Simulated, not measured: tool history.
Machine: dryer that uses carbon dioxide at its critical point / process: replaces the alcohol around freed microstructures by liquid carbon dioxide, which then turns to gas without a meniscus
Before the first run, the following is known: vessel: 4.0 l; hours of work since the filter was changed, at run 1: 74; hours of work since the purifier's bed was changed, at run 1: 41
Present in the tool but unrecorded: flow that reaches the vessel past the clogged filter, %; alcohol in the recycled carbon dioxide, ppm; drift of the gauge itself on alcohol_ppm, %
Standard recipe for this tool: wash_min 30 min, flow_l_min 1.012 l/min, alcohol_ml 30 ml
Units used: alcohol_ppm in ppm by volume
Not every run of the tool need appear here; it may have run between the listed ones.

| run | hour | wash_min | flow_l_min | alcohol_ml | hours of work since the filter was changed | hours of work since the purifier's bed was changed | alcohol_ppm |
|---|---|---|---|---|---|---|---|
| 1 | 0 | 30 | 1.012 | 30 | 74 | 41 | 52 |
| 2 | 5.5 | 30 | 1.012 | 30 | 76 | 43 | 50 |
| 3 | 11.3 | 30 | 1.012 | 30 | 78 | 45 | 49 |
| 4 | 18.7 | 30 | 1.14 | 30 | 81 | 48 | 32 |
| 5 | 30.1 | 30 | 1.012 | 30 | 86 | 52 | 52 |
| 6 | 42.9 | 30 | 1.012 | 30 | 91 | 57 | 49 |
| 7 | 49.3 | 30 | 1.012 | 30 | 93 | 60 | 53 |
| 8 | 59.2 | 30 | 1.012 | 30 | 97 | 64 | 49 |
| 9 | 69.4 | 44 | 0.92 | 30 | 101 | 68 | 21 |
| 10 | 77.6 | 44 | 0.92 | 30 | 104 | 71 | 25 |
| 11 | 87.3 | 21 | 0.66 | 32 | 108 | 75 | 723 |
| 12 | 100.2 | 37 | 1.24 | 57 | 113 | 80 | 14 |
| 13 | 111.6 | 40 | 0.91 | 30 | 117 | 84 | 30 |

Subtracting, for every run, the result it would have given without the tool's unlogged condition from the measured result gives the following. The same run-to-run variation enters both numbers; the gauge's scatter may not:
| run | alcohol_ppm |
|---|---|
| 1 | +9 |
| 2 | +9 |
| 3 | +9 |
| 4 | +8 |
| 5 | +10 |
| 6 | +11 |
| 7 | +12 |
| 8 | +13 |
| 9 | +9 |
| 10 | +9 |
| 11 | +52 |
| 12 | +10 |
| 13 | +12 |
